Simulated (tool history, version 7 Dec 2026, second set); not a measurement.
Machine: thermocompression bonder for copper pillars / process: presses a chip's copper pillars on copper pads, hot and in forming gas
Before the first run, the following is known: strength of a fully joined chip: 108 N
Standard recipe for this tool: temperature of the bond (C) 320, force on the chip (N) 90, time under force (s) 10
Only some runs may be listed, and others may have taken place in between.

run	hour	temperature of the bond (C)	force on the chip (N)	time under force (s)	force that shears a chip off (N)
1	0	320	90	10	80.6
2	36.5	320	126	10	90.8
3	78.8	320	90	10	78.9
4	140.3	320	90	10	79.5
5	180.2	320	90	10	79.1
6	215.6	320	90	10	77.9
7	272.5	346	64	10	77.6
8	309.6	336	58	14	74.2
9	368	320	90	18	86.1
10	411.2	291	71	10	50.8
11	451.4	291	71	10	50.6
# hour 514.4: forming gas filter changed
12	515.7	320	80	10	79.1

How would selected steps in force that shears a chip off (N) from run to run divide? Give the signed amount a tool lacking its hidden state would still show from settings, what came in and random variation, and the signed amount left for the hidden state, including any gauge scatter that is not in both of the compared results.
Hidden conditions of the tool in this case: true temperature of the bond over the reading, C; force that reaches the chip, % of what is set; oxide that the forming gas leaves, % of the face; drift of the gauge itself on shear_n, %.
Run 9 -> 10: temperature of the bond (C) 320 -> 291, force on the chip (N) 90 -> 71, time under force (s) 18 -> 10. force that shears a chip off (N) -35.3: hidden state +3.5, all else -38.8.
Run 11 -> 12: temperature of the bond (C) 291 -> 320, force on the chip (N) 71 -> 80, forming gas filter changed. force that shears a chip off (N) +28.5: hidden state +5.1, all else +23.4.

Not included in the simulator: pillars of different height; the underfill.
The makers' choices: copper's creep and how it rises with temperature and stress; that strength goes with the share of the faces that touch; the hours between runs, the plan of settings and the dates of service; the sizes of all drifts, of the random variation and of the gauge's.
